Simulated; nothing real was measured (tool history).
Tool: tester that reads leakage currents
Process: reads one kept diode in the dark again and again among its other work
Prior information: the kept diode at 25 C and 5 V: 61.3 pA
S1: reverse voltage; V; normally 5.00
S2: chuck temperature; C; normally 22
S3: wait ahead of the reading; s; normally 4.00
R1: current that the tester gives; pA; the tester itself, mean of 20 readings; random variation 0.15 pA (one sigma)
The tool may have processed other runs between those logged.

run    hour     S1  S2    S3      R1
  1     0.0   5.00  22  4.00   55.32
  2    47.9   5.00  22  0.58   57.22
      105.2  -- chuck's temperature calibrated
  3   126.6   5.00  22  0.58   54.83
  4   224.7   5.00  22  4.00   53.90
  5   329.6   5.00  22  4.00   54.79
  6   415.8   5.00  22  4.00   55.52
  7   525.7   1.83  22  4.00   38.19
  8   600.8   1.83  22  4.00   38.81
  9   697.6   1.83  22  4.00   39.04
 10   758.1  14.76  22  4.00   96.00
 11   847.6   5.00  22  4.00   59.29
 12   908.9   5.00  22  4.00   59.60
 13   974.4   3.33  22  4.00   50.90
      986.0  -- probe card cleaned and baked
 14  1064.2   1.74  22  4.00   40.50
 15  1170.3   5.00  22  4.00   64.21
 16  1270.2   5.00  22  4.00   64.72
 17  1342.0   8.69  22  0.46   88.75
 18  1404.2   2.98  33  0.99  117.86
 19  1508.9   7.72  48  4.42  479.65
     1567.1  -- chuck's temperature calibrated
 20  1585.3   7.72  40  4.42  257.81
     1649.1  -- probe card cleaned and baked, once more
 21  1691.5   7.72  37  9.99  187.66
 22  1789.9   7.72  37  9.99  189.13
 23  1884.7   7.72  37  9.99  191.48
 24  1964.7  15.04  30  1.44  142.48
 25  2030.0   1.01  47  0.43  213.09
 26  2082.9  10.01  22  9.36   66.13
 27  2138.2  10.01  22  2.83   67.23
 28  2208.7   3.75  23  0.58   52.25
 29  2275.7   3.75  44  0.59  265.12

Predict each of these 3 candidate next runs independently; none follows another, all start after run 29:
  A  2379.2   5.00  22  0.54   ?
  B  2379.2   5.00  44  3.43   ?
  C  2379.2  14.41  30  1.99   ?

run      R1
  A   55.80
  B  291.48
  C  148.96
Without the tool's unlogged condition, the same runs would have read:
run      R1
  A   49.43
  B  275.60
  C  131.32
